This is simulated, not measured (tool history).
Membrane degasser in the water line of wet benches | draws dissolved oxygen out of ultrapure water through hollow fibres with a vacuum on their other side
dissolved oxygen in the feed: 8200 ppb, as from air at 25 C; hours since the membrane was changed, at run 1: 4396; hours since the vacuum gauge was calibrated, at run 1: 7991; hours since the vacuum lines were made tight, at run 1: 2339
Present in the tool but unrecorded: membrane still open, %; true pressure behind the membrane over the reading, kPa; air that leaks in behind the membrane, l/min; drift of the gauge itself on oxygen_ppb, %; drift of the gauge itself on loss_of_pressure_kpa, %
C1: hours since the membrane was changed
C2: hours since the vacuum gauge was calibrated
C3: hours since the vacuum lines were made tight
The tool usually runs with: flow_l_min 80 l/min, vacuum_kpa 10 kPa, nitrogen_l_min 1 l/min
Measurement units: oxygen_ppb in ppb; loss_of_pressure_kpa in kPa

run 1 day=0 | flow_l_min=80 vacuum_kpa=10 nitrogen_l_min=1 | C1=4396 C2=7991 C3=2339 | oxygen_ppb=898.7 loss_of_pressure_kpa=41.92
run 2 day=3.638 | flow_l_min=80 vacuum_kpa=10 nitrogen_l_min=1 | C1=4483 C2=8079 C3=2426 | oxygen_ppb=889.4 loss_of_pressure_kpa=41.71
run 3 day=8.708 | flow_l_min=80 vacuum_kpa=10 nitrogen_l_min=1 | C1=4605 C2=8200 C3=2548 | oxygen_ppb=898 loss_of_pressure_kpa=42.14
run 4 day=12.458 | flow_l_min=80 vacuum_kpa=10 nitrogen_l_min=1 | C1=4695 C2=8290 C3=2638 | oxygen_ppb=904.8 loss_of_pressure_kpa=41.67
-- day=15.192 vacuum gauge calibrated
run 5 day=19.6 | flow_l_min=80 vacuum_kpa=10 nitrogen_l_min=1 | C1=4866 C2=106 C3=2809 | oxygen_ppb=897.4 loss_of_pressure_kpa=41.89
run 6 day=23.329 | flow_l_min=80 vacuum_kpa=10 nitrogen_l_min=1 | C1=4955 C2=195 C3=2898 | oxygen_ppb=901.2 loss_of_pressure_kpa=41.83
run 7 day=28.571 | flow_l_min=80 vacuum_kpa=24.4 nitrogen_l_min=1 | C1=5081 C2=321 C3=3024 | oxygen_ppb=2330.3 loss_of_pressure_kpa=42.02
run 8 day=34.771 | flow_l_min=80 vacuum_kpa=24.4 nitrogen_l_min=1 | C1=5230 C2=470 C3=3173 | oxygen_ppb=2320.2 loss_of_pressure_kpa=41.84
run 9 day=39.433 | flow_l_min=80 vacuum_kpa=24.4 nitrogen_l_min=1 | C1=5342 C2=582 C3=3285 | oxygen_ppb=2337.3 loss_of_pressure_kpa=41.77
run 10 day=45.121 | flow_l_min=80 vacuum_kpa=10.5 nitrogen_l_min=1 | C1=5478 C2=718 C3=3421 | oxygen_ppb=965 loss_of_pressure_kpa=41.71
run 11 day=48.3 | flow_l_min=80 vacuum_kpa=10.5 nitrogen_l_min=1 | C1=5555 C2=795 C3=3497 | oxygen_ppb=970.7 loss_of_pressure_kpa=42.04
run 12 day=52.858 | flow_l_min=80 vacuum_kpa=10.5 nitrogen_l_min=2.02 | C1=5664 C2=904 C3=3607 | oxygen_ppb=617.5 loss_of_pressure_kpa=41.97
run 13 day=58.696 | flow_l_min=80 vacuum_kpa=18.2 nitrogen_l_min=2.02 | C1=5804 C2=1044 C3=3747 | oxygen_ppb=1132.3 loss_of_pressure_kpa=42.08
run 14 day=62.712 | flow_l_min=80 vacuum_kpa=10 nitrogen_l_min=1 | C1=5901 C2=1141 C3=3843 | oxygen_ppb=910.6 loss_of_pressure_kpa=42.29
run 15 day=69.762 | flow_l_min=111 vacuum_kpa=10 nitrogen_l_min=1 | C1=6070 C2=1310 C3=4013 | oxygen_ppb=1170.2 loss_of_pressure_kpa=58.22
-- day=76.9 gauge calibrated
run 16 day=76.9 | flow_l_min=80 vacuum_kpa=10 nitrogen_l_min=1 | C1=6241 C2=1481 C3=4184 | oxygen_ppb=897.8 loss_of_pressure_kpa=42.08
run 17 day=80.346 | flow_l_min=80 vacuum_kpa=10 nitrogen_l_min=1 | C1=6324 C2=1564 C3=4267 | oxygen_ppb=902.4 loss_of_pressure_kpa=41.82
run 18 day=84.888 | flow_l_min=80 vacuum_kpa=10 nitrogen_l_min=1 | C1=6433 C2=1673 C3=4376 | oxygen_ppb=899.5 loss_of_pressure_kpa=42
run 19 day=91.025 | flow_l_min=91 vacuum_kpa=8.6 nitrogen_l_min=0.97 | C1=6580 C2=1820 C3=4523 | oxygen_ppb=834.2 loss_of_pressure_kpa=47.54
run 20 day=97.454 | flow_l_min=97 vacuum_kpa=10 nitrogen_l_min=1.84 | C1=6734 C2=1974 C3=4677 | oxygen_ppb=732.6 loss_of_pressure_kpa=50.59
run 21 day=101.846 | flow_l_min=93 vacuum_kpa=6.8 nitrogen_l_min=1.84 | C1=6840 C2=2080 C3=4783 | oxygen_ppb=429 loss_of_pressure_kpa=48.6
run 22 day=107.358 | flow_l_min=93 vacuum_kpa=6.8 nitrogen_l_min=1.84 | C1=6972 C2=2212 C3=4915 | oxygen_ppb=431 loss_of_pressure_kpa=49.03
run 23 day=111.792 | flow_l_min=62 vacuum_kpa=6.8 nitrogen_l_min=1.12 | C1=7079 C2=2318 C3=5021 | oxygen_ppb=388.2 loss_of_pressure_kpa=32.64
run 24 day=116.025 | flow_l_min=62 vacuum_kpa=6.8 nitrogen_l_min=1.12 | C1=7180 C2=2420 C3=5123 | oxygen_ppb=390.2 loss_of_pressure_kpa=32.67
run 25 day=120.596 | flow_l_min=76 vacuum_kpa=11 nitrogen_l_min=0.52 | C1=7290 C2=2530 C3=5233 | oxygen_ppb=1411.1 loss_of_pressure_kpa=39.89
run 26 day=125.142 | flow_l_min=121 vacuum_kpa=10 nitrogen_l_min=2.7 | C1=7399 C2=2639 C3=5342 | oxygen_ppb=739.2 loss_of_pressure_kpa=63.73
run 27 day=128.908 | flow_l_min=93 vacuum_kpa=11.1 nitrogen_l_min=1 | C1=7489 C2=2729 C3=5432 | oxygen_ppb=1149.2 loss_of_pressure_kpa=48.86
run 28 day=135.662 | flow_l_min=80 vacuum_kpa=19 nitrogen_l_min=1.21 | C1=7651 C2=2891 C3=5594 | oxygen_ppb=1649 loss_of_pressure_kpa=41.95
run 29 day=142.338 | flow_l_min=80 vacuum_kpa=19 nitrogen_l_min=1.21 | C1=7812 C2=3052 C3=5754 | oxygen_ppb=1657 loss_of_pressure_kpa=42.11
run 30 day=149.388 | flow_l_min=80 vacuum_kpa=19 nitrogen_l_min=0.63 | C1=7981 C2=3221 C3=5924 | oxygen_ppb=2381.3 loss_of_pressure_kpa=41.94
run 31 day=154.712 | flow_l_min=101 vacuum_kpa=7.9 nitrogen_l_min=0.63 | C1=8109 C2=3349 C3=6051 | oxygen_ppb=1000.1 loss_of_pressure_kpa=52.69

Some steps in oxygen_ppb, run to run, broken into two amounts with sign: the step expected even without the hidden condition (settings, incoming material, random variation), and the rest, left for the hidden condition together with whatever gauge scatter is not in both the measured and the hidden-condition-free result:
Run 6 -> 7: vacuum_kpa 10 -> 24.4. oxygen_ppb +1429.1 ppb: hidden state +13.3, all else +1415.8.
Run 9 -> 10: vacuum_kpa 24.4 -> 10.5. oxygen_ppb -1372.3 ppb: hidden state -14.1, all else -1358.2.
Run 15 -> 16: flow_l_min 111 -> 80, gauge calibrated. oxygen_ppb -272.4 ppb: hidden state -23.7, all else -248.7.
Run 29 -> 30: nitrogen_l_min 1.21 -> 0.63. oxygen_ppb +724.3 ppb: hidden state +18.2, all else +706.1.
Run 30 -> 31: flow_l_min 80 -> 101, vacuum_kpa 19 -> 7.9. oxygen_ppb -1381.2 ppb: hidden state -26.8, all else -1354.4.
